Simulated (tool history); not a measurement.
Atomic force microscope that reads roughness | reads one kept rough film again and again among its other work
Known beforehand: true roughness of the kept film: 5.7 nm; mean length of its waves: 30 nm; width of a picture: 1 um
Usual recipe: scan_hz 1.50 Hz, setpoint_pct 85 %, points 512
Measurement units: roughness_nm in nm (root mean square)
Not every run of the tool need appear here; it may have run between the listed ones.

{"run": 1, "hour": 0.0, "scan_hz": 1.5, "setpoint_pct": 85, "points": 512, "roughness_nm": 3.79}
{"run": 2, "hour": 9.4, "scan_hz": 1.5, "setpoint_pct": 85, "points": 810, "roughness_nm": 3.747}
{"run": 3, "hour": 22.6, "scan_hz": 1.5, "setpoint_pct": 85, "points": 810, "roughness_nm": 3.696}
{"run": 4, "hour": 32.6, "scan_hz": 1.6, "setpoint_pct": 85, "points": 810, "roughness_nm": 3.599}
{"run": 5, "hour": 43.2, "scan_hz": 1.6, "setpoint_pct": 85, "points": 810, "roughness_nm": 3.566}
{"run": 6, "hour": 54.1, "scan_hz": 1.6, "setpoint_pct": 85, "points": 810, "roughness_nm": 3.489}
{"run": 7, "hour": 63.0, "scan_hz": 1.6, "setpoint_pct": 85, "points": 810, "roughness_nm": 3.497}
{"run": 8, "hour": 73.6, "scan_hz": 1.68, "setpoint_pct": 85, "points": 512, "roughness_nm": 3.412}
{"run": 9, "hour": 84.9, "scan_hz": 1.5, "setpoint_pct": 85, "points": 512, "roughness_nm": 3.406}
{"run": 10, "hour": 91.7, "scan_hz": 1.5, "setpoint_pct": 85, "points": 512, "roughness_nm": 3.371}
{"run": 11, "hour": 103.3, "scan_hz": 1.5, "setpoint_pct": 85, "points": 512, "roughness_nm": 3.301}
{"run": 12, "hour": 115.6, "scan_hz": 1.77, "setpoint_pct": 85, "points": 512, "roughness_nm": 3.223}
{"run": 13, "hour": 128.1, "scan_hz": 1.77, "setpoint_pct": 85, "points": 512, "roughness_nm": 3.186}
{"run": 14, "hour": 136.7, "scan_hz": 1.77, "setpoint_pct": 85, "points": 512, "roughness_nm": 3.18}
{"run": 15, "hour": 143.3, "scan_hz": 1.9, "setpoint_pct": 85, "points": 512, "roughness_nm": 3.121}
{"run": 16, "hour": 149.3, "scan_hz": 1.9, "setpoint_pct": 85, "points": 512, "roughness_nm": 3.085}
{"run": 17, "hour": 162.3, "scan_hz": 3.96, "setpoint_pct": 85, "points": 512, "roughness_nm": 2.809}
{"run": 18, "hour": 173.2, "scan_hz": 3.96, "setpoint_pct": 85, "points": 512, "roughness_nm": 2.798}
{"run": 19, "hour": 179.2, "scan_hz": 1.5, "setpoint_pct": 85, "points": 512, "roughness_nm": 3.044}
{"run": 20, "hour": 189.2, "scan_hz": 2.06, "setpoint_pct": 85, "points": 512, "roughness_nm": 2.963}
{"run": 21, "hour": 202.0, "scan_hz": 2.06, "setpoint_pct": 78, "points": 1020, "roughness_nm": 2.983}
{"run": 22, "hour": 208.5, "scan_hz": 1.88, "setpoint_pct": 83, "points": 696, "roughness_nm": 2.965}
{"run": 23, "hour": 217.7, "scan_hz": 0.72, "setpoint_pct": 59, "points": 696, "roughness_nm": 3.133}
{"run": 24, "hour": 226.1, "scan_hz": 1.5, "setpoint_pct": 66, "points": 512, "roughness_nm": 3.07}
{"run": 25, "hour": 234.8, "scan_hz": 0.84, "setpoint_pct": 74, "points": 298, "roughness_nm": 3.013}
{"run": 26, "hour": 242.4, "scan_hz": 1.5, "setpoint_pct": 60, "points": 429, "roughness_nm": 3.027}
{"run": 27, "hour": 251.7, "scan_hz": 2.89, "setpoint_pct": 85, "points": 629, "roughness_nm": 2.717}
{"run": 28, "hour": 257.4, "scan_hz": 3.34, "setpoint_pct": 70, "points": 512, "roughness_nm": 2.82}
{"run": 29, "hour": 265.0, "scan_hz": 3.34, "setpoint_pct": 58, "points": 770, "roughness_nm": 2.934}
{"run": 30, "hour": 272.7, "scan_hz": 3.34, "setpoint_pct": 58, "points": 677, "roughness_nm": 2.907}
{"run": 31, "hour": 280.2, "scan_hz": 3.34, "setpoint_pct": 58, "points": 677, "roughness_nm": 4.643}
{"run": 32, "hour": 291.6, "scan_hz": 3.34, "setpoint_pct": 58, "points": 677, "roughness_nm": 4.51}
{"run": 33, "hour": 300.0, "scan_hz": 3.63, "setpoint_pct": 67, "points": 641, "roughness_nm": 4.343}
{"run": 34, "hour": 306.6, "scan_hz": 1.64, "setpoint_pct": 74, "points": 512, "roughness_nm": 4.39}
{"run": 35, "hour": 319.0, "scan_hz": 1.64, "setpoint_pct": 67, "points": 884, "roughness_nm": 4.39}
{"run": 36, "hour": 330.1, "scan_hz": 0.81, "setpoint_pct": 76, "points": 304, "roughness_nm": 4.309}
{"run": 37, "hour": 342.7, "scan_hz": 0.81, "setpoint_pct": 79, "points": 604, "roughness_nm": 4.262}
{"run": 38, "hour": 351.3, "scan_hz": 1.01, "setpoint_pct": 55, "points": 512, "roughness_nm": 4.269}
{"run": 39, "hour": 359.2, "scan_hz": 1.07, "setpoint_pct": 82, "points": 512, "roughness_nm": 4.126}

Between the runs listed above, the log contained 3 entries, not reproduced here. Where in the sequence does each belong, and how does what the log doesn't record of the tool's condition differ from the listed run before to the listed run after?
Logged between run 14 and run 15: height scale calibrated on a step standard (hour 138.8)
  radius of the tip, nm: 26.2 -> 26.5; height scale over the true one, %: -0.28 -> -0.45
  what was measured, less what the result would be without the hidden state, roughness_nm: -1.310 -> -1.314 nm (root mean square)
Logged between run 16 and run 17: height scale calibrated on a step standard, once more (hour 159.1)
  radius of the tip, nm: 26.9 -> 27.7; height scale over the true one, %: -0.45 -> -0.03
  what was measured, less what the result would be without the hidden state, roughness_nm: -1.325 -> -1.239 nm (root mean square)
Logged between run 30 and run 31: new tip fitted (hour 275.1)
  radius of the tip, nm: 35.7 -> 7.4; height scale over the true one, %: -0.1 -> -0.11
  what was measured, less what the result would be without the hidden state, roughness_nm: -1.785 -> -0.045 nm (root mean square)

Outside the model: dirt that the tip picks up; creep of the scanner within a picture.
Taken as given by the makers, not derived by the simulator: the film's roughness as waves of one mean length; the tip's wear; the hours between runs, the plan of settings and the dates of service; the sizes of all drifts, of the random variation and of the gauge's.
